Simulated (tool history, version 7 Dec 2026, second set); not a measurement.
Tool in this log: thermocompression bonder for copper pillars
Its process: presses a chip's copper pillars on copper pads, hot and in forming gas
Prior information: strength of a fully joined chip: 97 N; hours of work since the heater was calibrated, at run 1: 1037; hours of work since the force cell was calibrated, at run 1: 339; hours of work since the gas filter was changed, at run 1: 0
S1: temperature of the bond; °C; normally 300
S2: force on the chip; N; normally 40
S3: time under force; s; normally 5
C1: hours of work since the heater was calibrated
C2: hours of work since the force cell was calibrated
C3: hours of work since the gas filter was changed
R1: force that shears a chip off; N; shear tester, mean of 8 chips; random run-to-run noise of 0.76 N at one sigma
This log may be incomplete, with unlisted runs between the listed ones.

Run 1, hour 0: usual settings; C1 1037; C2 339; C3 0. Result: R1 56.7 N.
Run 2, hour 97.1: usual settings but S3 14 s; C1 1095; C2 397; C3 58. Result: R1 77.1 N.
At hour 135.3: heater calibrated with a thermocouple chip.
Run 3, hour 181.6: usual settings but S2 53 N; C1 28; C2 446; C3 107. Result: R1 66.5 N.
Run 4, hour 261.8: usual settings but S1 305 °C; C1 75; C2 494; C3 154. Result: R1 59 N.
Run 5, hour 330.4: usual settings but S1 305 °C; C1 116; C2 535; C3 195. Result: R1 59.5 N.
Run 6, hour 400.6: usual settings but S2 35 N; C1 158; C2 576; C3 237. Result: R1 51.8 N.
Run 7, hour 464.7: usual settings; C1 196; C2 615; C3 275. Result: R1 57.5 N.
Run 8, hour 511.7: usual settings; C1 224; C2 642; C3 303. Result: R1 56.9 N.
At hour 567.1: forming gas filter changed.
Run 9, hour 607.2: usual settings; C1 280; C2 699; C3 24. Result: R1 56.6 N.
Run 10, hour 681.1: usual settings; C1 324; C2 743; C3 68. Result: R1 57.6 N.
Run 11, hour 777.3: usual settings; C1 381; C2 800; C3 125. Result: R1 57.5 N.
Run 12, hour 861.2: usual settings; C1 431; C2 850; C3 175. Result: R1 56.6 N.
Run 13, hour 962.2: usual settings; C1 491; C2 910; C3 235. Result: R1 57.1 N.
Run 14, hour 1033: usual settings; C1 533; C2 952; C3 277. Result: R1 57.5 N.
Run 15, hour 1114.8: usual settings; C1 582; C2 1001; C3 326. Result: R1 56.5 N.
At hour 1129.1: forming gas filter changed.
Run 16, hour 1169.4: usual settings; C1 614; C2 1033; C3 24. Result: R1 57.1 N.
Run 17, hour 1215.6: usual settings but S3 10 s; C1 642; C2 1060; C3 51. Result: R1 68.9 N.
Run 18, hour 1301.7: usual settings but S3 10 s; C1 693; C2 1111; C3 103. Result: R1 67.8 N.
Run 19, hour 1394: usual settings but S3 10 s; C1 748; C2 1166; C3 157. Result: R1 68.8 N.
Run 20, hour 1487.4: usual settings but S3 10 s; C1 803; C2 1222; C3 213. Result: R1 68 N.
Run 21, hour 1552.7: usual settings but S3 10 s; C1 842; C2 1261; C3 252. Result: R1 68.2 N.
Run 22, hour 1624.3: usual settings but S1 299 °C, S3 11 s; C1 884; C2 1303; C3 294. Result: R1 70.2 N.
At hour 1690.9: forming gas filter changed.
Run 23, hour 1703.9: usual settings but S1 301 °C, S3 4 s; C1 931; C2 1350; C3 8. Result: R1 52.4 N.
Run 24, hour 1756.7: usual settings but S1 328 °C, S3 4 s; C1 963; C2 1382; C3 39. Result: R1 64.8 N.
Run 25, hour 1800.4: usual settings but S1 320 °C, S3 10 s; C1 989; C2 1408; C3 65. Result: R1 77.6 N.
Run 26, hour 1889: usual settings but S1 309 °C, S2 55 N, S3 4 s; C1 1041; C2 1460; C3 118. Result: R1 67.2 N.
At hour 1921.7: force cell calibrated.
Run 27, hour 1947.3: usual settings but S1 320 °C, S2 39 N, S3 4 s; C1 1075; C2 15; C3 151. Result: R1 62.1 N.
Run 28, hour 2009.9: usual settings but S1 294 °C, S2 42 N, S3 3 s; C1 1112; C2 52; C3 189. Result: R1 47.4 N.
At hour 2017.6: heater calibrated with a thermocouple chip.
Run 29, hour 2066.8: usual settings but S1 296 °C, S2 29 N, S3 7 s; C1 29; C2 85; C3 221. Result: R1 50.9 N.
Run 30, hour 2160.4: usual settings but S1 292 °C, S2 54 N; C1 85; C2 141; C3 277. Result: R1 63.1 N.
Run 31, hour 2207.9: usual settings but S1 305 °C, S2 44 N, S3 4 s; C1 113; C2 169; C3 305. Result: R1 58.5 N.
At hour 2255.4: forming gas filter changed.
Run 32, hour 2290: usual settings but S1 305 °C, S2 44 N, S3 4 s; C1 162; C2 217; C3 21. Result: R1 58.4 N.
Run 33, hour 2364.4: usual settings but S1 309 °C, S2 45 N; C1 206; C2 262; C3 65. Result: R1 65.3 N.
Run 34, hour 2416.2: usual settings but S1 275 °C; C1 237; C2 292; C3 96. Result: R1 42.7 N.
Run 35, hour 2458.2: usual settings but S1 275 °C; C1 262; C2 317; C3 121. Result: R1 43.9 N.
Run 36, hour 2514.9: usual settings but S1 275 °C, S2 37 N, S3 14 s; C1 295; C2 351; C3 154. Result: R1 59.5 N.
Run 37, hour 2593.2: usual settings but S1 275 °C, S2 37 N, S3 14 s; C1 342; C2 398; C3 201. Result: R1 61.4 N.
Run 38, hour 2640.6: usual settings but S1 275 °C, S2 37 N, S3 14 s; C1 370; C2 426; C3 229. Result: R1 59.2 N.

Here are 3 independent what-if runs from the current tool condition. What would each one return?
Run A, hour 2703.6: usual settings but S2 43 N; C1 407; C2 463; C3 266. Result: R1 ?.
Run B, hour 2703.6: usual settings but S1 314 °C, S2 41 N; C1 407; C2 463; C3 266. Result: R1 ?.
Run C, hour 2703.6: usual settings but S1 275 °C, S2 37 N, S3 8 s; C1 407; C2 463; C3 266. Result: R1 ?.

run    R1
  A  59.2
  B  64.3
  C    51
Without the tool's hidden state the same runs would have given:
run    R1
  A  59.4
  B  64.5
  C  51.1
